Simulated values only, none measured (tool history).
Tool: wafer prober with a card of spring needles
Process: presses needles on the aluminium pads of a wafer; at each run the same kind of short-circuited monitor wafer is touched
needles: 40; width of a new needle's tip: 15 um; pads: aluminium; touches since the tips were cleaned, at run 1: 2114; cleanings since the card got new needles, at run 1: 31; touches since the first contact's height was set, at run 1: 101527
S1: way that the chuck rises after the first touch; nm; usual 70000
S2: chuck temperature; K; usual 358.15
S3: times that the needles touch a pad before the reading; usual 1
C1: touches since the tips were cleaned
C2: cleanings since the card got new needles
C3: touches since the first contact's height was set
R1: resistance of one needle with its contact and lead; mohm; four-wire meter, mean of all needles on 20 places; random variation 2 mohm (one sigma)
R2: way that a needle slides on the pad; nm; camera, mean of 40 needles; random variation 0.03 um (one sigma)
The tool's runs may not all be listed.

| run | hour | S1 | S2 | S3 | C1 | C2 | C3 | R1 | R2 |
|---|---|---|---|---|---|---|---|---|---|
| 1 | 0.0 | 70000 | 358.15 | 1 | 2114 | 31 | 101527 | 223 | 9980 |
|  | 2.6 | tips cleaned on abrasive film |
|  | 13.1 | tips cleaned on abrasive film |
| 2 | 14.6 | 70000 | 358.15 | 1 | 403 | 33 | 105445 | 220 | 9990 |
|  | 23.9 | tips cleaned on abrasive film |
| 3 | 32.2 | 70000 | 358.15 | 1 | 2260 | 34 | 110240 | 224 | 10050 |
|  | 34.5 | tips cleaned on abrasive film |
|  | 39.9 | height of the first contact set anew |
| 4 | 44.1 | 70000 | 358.15 | 1 | 2543 | 35 | 1156 | 217 | 10030 |
|  | 45.6 | tips cleaned on abrasive film |
| 5 | 53.6 | 70000 | 358.15 | 1 | 2174 | 36 | 3726 | 223 | 10050 |
|  | 56.0 | tips cleaned on abrasive film |
| 6 | 61.8 | 70000 | 358.15 | 2 | 1583 | 37 | 5947 | 221 | 10040 |
|  | 66.3 | tips cleaned on abrasive film |
|  | 76.8 | tips cleaned on abrasive film |
| 7 | 77.4 | 70000 | 358.15 | 2 | 172 | 39 | 10144 | 221 | 10040 |
| 8 | 85.6 | 70000 | 358.15 | 2 | 2403 | 39 | 12375 | 220 | 10010 |
|  | 86.9 | tips cleaned on abrasive film |
|  | 96.9 | tips cleaned on abrasive film |
| 9 | 98.4 | 70000 | 358.15 | 1 | 413 | 41 | 15832 | 222 | 10050 |
|  | 107.5 | tips cleaned on abrasive film |
| 10 | 111.9 | 70000 | 358.15 | 1 | 1217 | 42 | 19492 | 221 | 10010 |
|  | 117.6 | tips cleaned on abrasive film |
| 11 | 127.1 | 70000 | 358.15 | 1 | 2595 | 43 | 23599 | 222 | 10030 |
|  | 128.2 | tips cleaned on abrasive film |
|  | 139.4 | tips cleaned on abrasive film |
| 12 | 141.6 | 87000 | 383.15 | 2 | 599 | 45 | 27497 | 220 | 12470 |
|  | 149.9 | tips cleaned on abrasive film |
| 13 | 151.8 | 57000 | 301.15 | 1 | 510 | 46 | 30250 | 210 | 8160 |
| 14 | 158.8 | 57000 | 301.15 | 1 | 2442 | 46 | 32182 | 210 | 8140 |
|  | 160.1 | tips cleaned on abrasive film |
|  | 170.3 | tips cleaned on abrasive film |
| 15 | 170.3 | 88000 | 339.15 | 3 | 0 | 48 | 35266 | 214 | 12580 |
|  | 180.4 | tips cleaned on abrasive film |
| 16 | 180.4 | 88000 | 339.15 | 3 | 0 | 49 | 37998 | 206 | 12580 |
|  | 191.0 | tips cleaned on abrasive film |
| 17 | 195.3 | 88000 | 339.15 | 3 | 1164 | 50 | 42033 | 215 | 12580 |
|  | 201.9 | tips cleaned on abrasive film |
| 18 | 204.9 | 88000 | 318.15 | 3 | 813 | 51 | 44617 | 211 | 12650 |
|  | 211.9 | tips cleaned on abrasive film |
| 19 | 218.8 | 79000 | 358.15 | 1 | 1895 | 52 | 48395 | 217 | 11300 |
|  | 222.4 | tips cleaned on abrasive film |
| 20 | 228.4 | 54000 | 333.15 | 3 | 1618 | 53 | 50973 | 220 | 7710 |
|  | 232.5 | tips cleaned on abrasive film |
| 21 | 235.9 | 54000 | 302.15 | 3 | 931 | 54 | 53002 | 213 | 7770 |
|  | 242.7 | tips cleaned on abrasive film |
| 22 | 248.5 | 63000 | 307.15 | 2 | 1590 | 55 | 56425 | 209 | 9040 |

Forecast each of these 4 alternatives for the next run:
|  | 254.0 | tips cleaned on abrasive film |
| A | 260.8 | 77000 | 307.15 | 2 | 1873 | 56 | 59757 | ? | ? |
|  | 254.0 | tips cleaned on abrasive film |
| B | 260.8 | 63000 | 333.15 | 2 | 1873 | 56 | 59757 | ? | ? |
|  | 254.0 | tips cleaned on abrasive film |
| C | 260.8 | 81000 | 300.15 | 1 | 1873 | 56 | 59757 | ? | ? |
|  | 254.0 | tips cleaned on abrasive film |
| D | 260.8 | 70000 | 325.15 | 1 | 1873 | 56 | 59757 | ? | ? |

| run | R1 | R2 |
|---|---|---|
| A | 208 | 11110 |
| B | 217 | 8980 |
| C | 204 | 11660 |
| D | 212 | 10000 |
Without the tool's hidden state the same runs would have given:
| run | R1 | R2 |
|---|---|---|
| A | 208 | 11110 |
| B | 217 | 8990 |
| C | 203 | 11670 |
| D | 212 | 10010 |
